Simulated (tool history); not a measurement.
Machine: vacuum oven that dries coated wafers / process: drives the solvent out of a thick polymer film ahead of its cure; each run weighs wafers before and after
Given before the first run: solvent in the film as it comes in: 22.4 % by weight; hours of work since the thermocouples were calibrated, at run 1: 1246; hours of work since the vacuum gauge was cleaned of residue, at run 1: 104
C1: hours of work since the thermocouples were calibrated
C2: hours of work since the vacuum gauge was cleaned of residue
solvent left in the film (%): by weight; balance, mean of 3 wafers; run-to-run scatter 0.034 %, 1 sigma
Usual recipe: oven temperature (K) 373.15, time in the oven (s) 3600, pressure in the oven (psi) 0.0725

{"run": 1, "hour": 0.0, "oven temperature (K)": 373.15, "time in the oven (s)": 3600, "pressure in the oven (psi)": 0.0725, "C1": 1246, "C2": 104, "solvent left in the film (%)": 2.13}
{"run": 2, "hour": 7.2, "oven temperature (K)": 373.15, "time in the oven (s)": 3600, "pressure in the oven (psi)": 0.0725, "C1": 1251, "C2": 108, "solvent left in the film (%)": 2.14}
{"run": 3, "hour": 21.8, "oven temperature (K)": 373.15, "time in the oven (s)": 3600, "pressure in the oven (psi)": 0.0725, "C1": 1259, "C2": 117, "solvent left in the film (%)": 2.11}
{"run": 4, "hour": 34.7, "oven temperature (K)": 373.15, "time in the oven (s)": 3600, "pressure in the oven (psi)": 0.0725, "C1": 1266, "C2": 124, "solvent left in the film (%)": 2.1}
{"run": 5, "hour": 42.3, "oven temperature (K)": 373.15, "time in the oven (s)": 3600, "pressure in the oven (psi)": 0.0725, "C1": 1270, "C2": 128, "solvent left in the film (%)": 2.06}
{"run": 6, "hour": 50.6, "oven temperature (K)": 373.15, "time in the oven (s)": 3600, "pressure in the oven (psi)": 0.2824, "C1": 1275, "C2": 133, "solvent left in the film (%)": 3.27}
{"run": 7, "hour": 64.9, "oven temperature (K)": 373.15, "time in the oven (s)": 3600, "pressure in the oven (psi)": 0.2824, "C1": 1283, "C2": 141, "solvent left in the film (%)": 3.32}
{"run": 8, "hour": 71.3, "oven temperature (K)": 373.15, "time in the oven (s)": 3600, "pressure in the oven (psi)": 0.221, "C1": 1287, "C2": 145, "solvent left in the film (%)": 2.88}
{"run": 9, "hour": 82.4, "oven temperature (K)": 373.15, "time in the oven (s)": 3600, "pressure in the oven (psi)": 0.0725, "C1": 1293, "C2": 151, "solvent left in the film (%)": 2.11}
{"run": 10, "hour": 91.2, "oven temperature (K)": 373.15, "time in the oven (s)": 4560, "pressure in the oven (psi)": 0.0725, "C1": 1298, "C2": 156, "solvent left in the film (%)": 1.33}
{"run": 11, "hour": 101.0, "oven temperature (K)": 373.15, "time in the oven (s)": 3600, "pressure in the oven (psi)": 0.0725, "C1": 1303, "C2": 161, "solvent left in the film (%)": 2.18}
{"run": 12, "hour": 108.7, "oven temperature (K)": 381.15, "time in the oven (s)": 3600, "pressure in the oven (psi)": 0.0725, "C1": 1308, "C2": 166, "solvent left in the film (%)": 0.97}
{"run": 13, "hour": 115.0, "oven temperature (K)": 381.15, "time in the oven (s)": 3600, "pressure in the oven (psi)": 0.0725, "C1": 1311, "C2": 169, "solvent left in the film (%)": 0.9}
{"run": 14, "hour": 126.6, "oven temperature (K)": 373.15, "time in the oven (s)": 3600, "pressure in the oven (psi)": 0.2019, "C1": 1318, "C2": 176, "solvent left in the film (%)": 2.86}
{"run": 15, "hour": 134.9, "oven temperature (K)": 373.15, "time in the oven (s)": 3600, "pressure in the oven (psi)": 0.0725, "C1": 1323, "C2": 180, "solvent left in the film (%)": 2.09}
{"run": 16, "hour": 143.1, "oven temperature (K)": 368.15, "time in the oven (s)": 3600, "pressure in the oven (psi)": 0.0725, "C1": 1327, "C2": 185, "solvent left in the film (%)": 3.21}
{"run": 17, "hour": 149.9, "oven temperature (K)": 368.15, "time in the oven (s)": 3600, "pressure in the oven (psi)": 0.0725, "C1": 1331, "C2": 189, "solvent left in the film (%)": 3.26}
{"run": 18, "hour": 156.8, "oven temperature (K)": 368.15, "time in the oven (s)": 3600, "pressure in the oven (psi)": 0.0725, "C1": 1335, "C2": 193, "solvent left in the film (%)": 3.29}
{"run": 19, "hour": 171.1, "oven temperature (K)": 373.15, "time in the oven (s)": 3600, "pressure in the oven (psi)": 0.0725, "C1": 1343, "C2": 201, "solvent left in the film (%)": 2.14}
{"run": 20, "hour": 183.1, "oven temperature (K)": 373.15, "time in the oven (s)": 3600, "pressure in the oven (psi)": 0.0822, "C1": 1350, "C2": 208, "solvent left in the film (%)": 2.14}
{"run": 21, "hour": 197.7, "oven temperature (K)": 373.15, "time in the oven (s)": 3600, "pressure in the oven (psi)": 0.0822, "C1": 1358, "C2": 216, "solvent left in the film (%)": 2.16}
{"run": 22, "hour": 211.7, "oven temperature (K)": 373.15, "time in the oven (s)": 4560, "pressure in the oven (psi)": 0.0725, "C1": 1366, "C2": 224, "solvent left in the film (%)": 1.36}
{"run": 23, "hour": 225.8, "oven temperature (K)": 373.15, "time in the oven (s)": 4560, "pressure in the oven (psi)": 0.1962, "C1": 1374, "C2": 232, "solvent left in the film (%)": 2.05}
{"run": 24, "hour": 241.0, "oven temperature (K)": 373.15, "time in the oven (s)": 4560, "pressure in the oven (psi)": 0.1962, "C1": 1382, "C2": 240, "solvent left in the film (%)": 2.02}
{"run": 25, "hour": 251.2, "oven temperature (K)": 373.15, "time in the oven (s)": 4560, "pressure in the oven (psi)": 0.1962, "C1": 1388, "C2": 246, "solvent left in the film (%)": 2.05}
{"run": 26, "hour": 266.0, "oven temperature (K)": 369.15, "time in the oven (s)": 4560, "pressure in the oven (psi)": 0.1962, "C1": 1397, "C2": 254, "solvent left in the film (%)": 2.85}
{"run": 27, "hour": 274.9, "oven temperature (K)": 373.15, "time in the oven (s)": 2580, "pressure in the oven (psi)": 0.0734, "C1": 1402, "C2": 259, "solvent left in the film (%)": 3.71}
{"run": 28, "hour": 290.1, "oven temperature (K)": 373.15, "time in the oven (s)": 2580, "pressure in the oven (psi)": 0.0734, "C1": 1410, "C2": 268, "solvent left in the film (%)": 3.67}
{"run": 29, "hour": 297.7, "oven temperature (K)": 373.15, "time in the oven (s)": 2580, "pressure in the oven (psi)": 0.0734, "C1": 1414, "C2": 272, "solvent left in the film (%)": 3.74}
{"run": 30, "hour": 308.2, "oven temperature (K)": 366.15, "time in the oven (s)": 2700, "pressure in the oven (psi)": 0.0734, "C1": 1420, "C2": 278, "solvent left in the film (%)": 5.59}
{"run": 31, "hour": 314.9, "oven temperature (K)": 366.15, "time in the oven (s)": 2700, "pressure in the oven (psi)": 0.0734, "C1": 1424, "C2": 282, "solvent left in the film (%)": 5.53}
{"run": 32, "hour": 324.5, "oven temperature (K)": 384.15, "time in the oven (s)": 3600, "pressure in the oven (psi)": 0.1211, "C1": 1430, "C2": 288, "solvent left in the film (%)": 0.89}
{"run": 33, "hour": 334.8, "oven temperature (K)": 384.15, "time in the oven (s)": 3600, "pressure in the oven (psi)": 0.1211, "C1": 1435, "C2": 293, "solvent left in the film (%)": 0.83}
{"run": 34, "hour": 341.5, "oven temperature (K)": 371.15, "time in the oven (s)": 3600, "pressure in the oven (psi)": 0.1211, "C1": 1439, "C2": 297, "solvent left in the film (%)": 2.84}
{"run": 35, "hour": 355.0, "oven temperature (K)": 382.15, "time in the oven (s)": 2460, "pressure in the oven (psi)": 0.0484, "C1": 1447, "C2": 305, "solvent left in the film (%)": 1.77}
{"run": 36, "hour": 364.4, "oven temperature (K)": 365.15, "time in the oven (s)": 4260, "pressure in the oven (psi)": 0.0725, "C1": 1452, "C2": 310, "solvent left in the film (%)": 3.19}
{"run": 37, "hour": 376.5, "oven temperature (K)": 365.15, "time in the oven (s)": 4260, "pressure in the oven (psi)": 0.0725, "C1": 1459, "C2": 317, "solvent left in the film (%)": 3.22}
{"run": 38, "hour": 386.6, "oven temperature (K)": 378.15, "time in the oven (s)": 5460, "pressure in the oven (psi)": 0.0634, "C1": 1465, "C2": 323, "solvent left in the film (%)": 0.55}
{"run": 39, "hour": 394.6, "oven temperature (K)": 363.15, "time in the oven (s)": 3540, "pressure in the oven (psi)": 0.0502, "C1": 1469, "C2": 327, "solvent left in the film (%)": 4.67}
{"run": 40, "hour": 404.7, "oven temperature (K)": 373.15, "time in the oven (s)": 3600, "pressure in the oven (psi)": 0.0628, "C1": 1475, "C2": 333, "solvent left in the film (%)": 2.02}
{"run": 41, "hour": 415.2, "oven temperature (K)": 366.15, "time in the oven (s)": 2100, "pressure in the oven (psi)": 0.0476, "C1": 1481, "C2": 339, "solvent left in the film (%)": 6.93}
{"run": 42, "hour": 422.6, "oven temperature (K)": 360.15, "time in the oven (s)": 2880, "pressure in the oven (psi)": 0.1597, "C1": 1485, "C2": 343, "solvent left in the film (%)": 7.71}
{"run": 43, "hour": 437.6, "oven temperature (K)": 375.15, "time in the oven (s)": 3600, "pressure in the oven (psi)": 0.056, "C1": 1493, "C2": 351, "solvent left in the film (%)": 1.67}
{"run": 44, "hour": 451.0, "oven temperature (K)": 375.15, "time in the oven (s)": 3600, "pressure in the oven (psi)": 0.056, "C1": 1501, "C2": 359, "solvent left in the film (%)": 1.62}
{"run": 45, "hour": 466.1, "oven temperature (K)": 375.15, "time in the oven (s)": 3600, "pressure in the oven (psi)": 0.056, "C1": 1510, "C2": 367, "solvent left in the film (%)": 1.57}
{"run": 46, "hour": 480.6, "oven temperature (K)": 375.15, "time in the oven (s)": 3600, "pressure in the oven (psi)": 0.056, "C1": 1518, "C2": 376, "solvent left in the film (%)": 1.64}

Subtracting, for every run, the result it would have given without the tool's unlogged condition from the measured result gives the following. The same run-to-run variation enters both numbers; the gauge's scatter may not:
Unlogged tool condition in this case: true wafer temperature over the reading, C; true pressure over the reading, kPa; drift of the gauge itself on solvent_pct, %.
run=1 solvent_left_in_the_film_(%)=-0.38
run=2 solvent_left_in_the_film_(%)=-0.38
run=3 solvent_left_in_the_film_(%)=-0.37
run=4 solvent_left_in_the_film_(%)=-0.39
run=5 solvent_left_in_the_film_(%)=-0.38
run=6 solvent_left_in_the_film_(%)=-0.44
run=7 solvent_left_in_the_film_(%)=-0.45
run=8 solvent_left_in_the_film_(%)=-0.42
run=9 solvent_left_in_the_film_(%)=-0.37
run=10 solvent_left_in_the_film_(%)=-0.26
run=11 solvent_left_in_the_film_(%)=-0.37
run=12 solvent_left_in_the_film_(%)=-0.19
run=13 solvent_left_in_the_film_(%)=-0.19
run=14 solvent_left_in_the_film_(%)=-0.43
run=15 solvent_left_in_the_film_(%)=-0.38
run=16 solvent_left_in_the_film_(%)=-0.50
run=17 solvent_left_in_the_film_(%)=-0.50
run=18 solvent_left_in_the_film_(%)=-0.50
run=19 solvent_left_in_the_film_(%)=-0.38
run=20 solvent_left_in_the_film_(%)=-0.37
run=21 solvent_left_in_the_film_(%)=-0.38
run=22 solvent_left_in_the_film_(%)=-0.25
run=23 solvent_left_in_the_film_(%)=-0.29
run=24 solvent_left_in_the_film_(%)=-0.29
run=25 solvent_left_in_the_film_(%)=-0.29
run=26 solvent_left_in_the_film_(%)=-0.40
run=27 solvent_left_in_the_film_(%)=-0.53
run=28 solvent_left_in_the_film_(%)=-0.53
run=29 solvent_left_in_the_film_(%)=-0.54
run=30 solvent_left_in_the_film_(%)=-0.63
run=31 solvent_left_in_the_film_(%)=-0.63
run=32 solvent_left_in_the_film_(%)=-0.12
run=33 solvent_left_in_the_film_(%)=-0.13
run=34 solvent_left_in_the_film_(%)=-0.45
run=35 solvent_left_in_the_film_(%)=-0.35
run=36 solvent_left_in_the_film_(%)=-0.50
run=37 solvent_left_in_the_film_(%)=-0.49
run=38 solvent_left_in_the_film_(%)=-0.05
run=39 solvent_left_in_the_film_(%)=-0.60
run=40 solvent_left_in_the_film_(%)=-0.37
run=41 solvent_left_in_the_film_(%)=-0.65
run=42 solvent_left_in_the_film_(%)=-0.69
run=43 solvent_left_in_the_film_(%)=-0.32
run=44 solvent_left_in_the_film_(%)=-0.31
run=45 solvent_left_in_the_film_(%)=-0.31
run=46 solvent_left_in_the_film_(%)=-0.31
